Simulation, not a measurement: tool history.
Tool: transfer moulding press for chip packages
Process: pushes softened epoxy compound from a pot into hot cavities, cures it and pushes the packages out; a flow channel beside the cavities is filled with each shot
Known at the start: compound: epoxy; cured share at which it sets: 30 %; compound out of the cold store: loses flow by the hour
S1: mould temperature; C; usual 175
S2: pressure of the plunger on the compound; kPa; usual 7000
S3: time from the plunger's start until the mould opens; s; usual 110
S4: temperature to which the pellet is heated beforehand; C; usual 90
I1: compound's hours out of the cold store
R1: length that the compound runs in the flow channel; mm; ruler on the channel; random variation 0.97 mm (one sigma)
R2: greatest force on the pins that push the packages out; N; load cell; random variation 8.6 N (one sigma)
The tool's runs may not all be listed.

Run 1, hour 0.0: usual settings; I1 15.8. Result: R1 758.8 mm, R2 413 N.
Run 2, hour 38.1: usual settings; I1 23.5. Result: R1 742.3 mm, R2 500 N.
Run 3, hour 84.4: usual settings; I1 16.7. Result: R1 751.6 mm, R2 569 N.
At hour 98.4: cavities cleaned with cleaning compound and waxed.
Run 4, hour 129.8: usual settings; I1 13.0. Result: R1 758.2 mm, R2 670 N.
At hour 199.7: cavities cleaned with cleaning compound and waxed.
Run 5, hour 209.7: usual settings; I1 35.1. Result: R1 711.7 mm, R2 414 N.
At hour 249.3: plunger's sealing rings changed.
Run 6, hour 258.9: usual settings; I1 27.9. Result: R1 736.6 mm, R2 502 N.
At hour 278.3: cavities cleaned with cleaning compound and waxed, once more.
Run 7, hour 299.7: usual settings; I1 31.3. Result: R1 728.8 mm, R2 442 N.
At hour 340.6: mould's thermocouples calibrated.
Run 8, hour 342.1: usual settings; I1 10.1. Result: R1 770.2 mm, R2 553 N.

Run 9 comes next. What will it give?
At hour 381.9: cavities cleaned with cleaning compound and waxed.
Run 9, hour 430.2: usual settings but S1 183 C; I1 8.1. Result: R1 ?, R2 ?.

Run 9 gave R1 741.7 mm, R2 435 N.
Without the tool's hidden state the same run would have given R1 751.7 mm, R2 324 N.

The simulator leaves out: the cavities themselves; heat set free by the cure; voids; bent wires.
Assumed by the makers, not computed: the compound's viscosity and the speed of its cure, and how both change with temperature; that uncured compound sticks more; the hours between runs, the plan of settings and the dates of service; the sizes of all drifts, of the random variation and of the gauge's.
